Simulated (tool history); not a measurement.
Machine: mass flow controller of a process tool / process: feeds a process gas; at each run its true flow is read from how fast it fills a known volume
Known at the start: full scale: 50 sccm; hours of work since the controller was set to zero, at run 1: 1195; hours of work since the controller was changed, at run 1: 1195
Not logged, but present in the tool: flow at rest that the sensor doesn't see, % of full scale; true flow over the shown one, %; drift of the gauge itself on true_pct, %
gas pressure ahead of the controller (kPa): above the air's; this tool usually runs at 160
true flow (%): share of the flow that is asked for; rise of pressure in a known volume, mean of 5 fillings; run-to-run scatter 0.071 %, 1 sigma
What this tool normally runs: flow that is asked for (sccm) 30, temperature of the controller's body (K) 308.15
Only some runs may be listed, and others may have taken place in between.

run    hour  flow that is asked for (sccm)  gas pressure ahead of the controller (kPa)  temperature of the controller's body (K)  hours of work since the controller was set to zero  hours of work since the controller was changed  true flow (%)
  1       0                             30                                         160                                    308.15                                                1195                                            1195         100.17
  2    72.2                             30                                         160                                    308.15                                                1237                                            1237         100.05
  3   167.8                             30                                         160                                    308.15                                                1292                                            1292          99.93
  4   237.1                             30                                         160                                    294.15                                                1331                                            1331          99.17
  5   311.1                             30                                         160                                    294.15                                                1374                                            1374          99.15
  6   395.5                             30                                         160                                    298.15                                                1423                                            1423          99.38
  7   444.4                             30                                         160                                    298.15                                                1451                                            1451          99.22
  8     486                             30                                         160                                    298.15                                                1475                                            1475          99.17
  9     543                             30                                         160                                    298.15                                                1507                                            1507          99.13
 10   589.8                             21                                         171                                    298.15                                                1534                                            1534          98.83
 11   667.1                             21                                         171                                    298.15                                                1579                                            1579          98.68
 12   737.7                             11                                         240                                    308.15                                                1619                                            1619          98.47
 13   815.2                             11                                         247                                    308.15                                                1664                                            1664           98.4
 14     888                             11                                         247                                    308.15                                                1706                                            1706          98.24
 15   983.8                             11                                         244                                    295.15                                                1761                                            1761          97.66
 16  1024.2                             11                                         244                                    295.15                                                1784                                            1784           97.7
 17  1092.3                             19                                         184                                    302.15                                                1823                                            1823          98.42

Branching from run 17: 4 alternative next runs. What would each branch give?
  A  1137.6                             10                                         160                                    303.15                                                1849                                            1849              ?
  B  1137.6                             26                                         184                                    302.15                                                1849                                            1849              ?
  C  1137.6                             45                                         184                                    305.15                                                1849                                            1849              ?
  D  1137.6                             30                                         254                                    308.15                                                1849                                            1849              ?

run  true flow (%)
  A          98.25
  B          98.48
  C           99.1
  D          98.49
Stripped of hidden state, with their random variation kept, the same runs would have yielded:
run  true flow (%)
  A          99.34
  B          99.56
  C         100.18
  D          99.57

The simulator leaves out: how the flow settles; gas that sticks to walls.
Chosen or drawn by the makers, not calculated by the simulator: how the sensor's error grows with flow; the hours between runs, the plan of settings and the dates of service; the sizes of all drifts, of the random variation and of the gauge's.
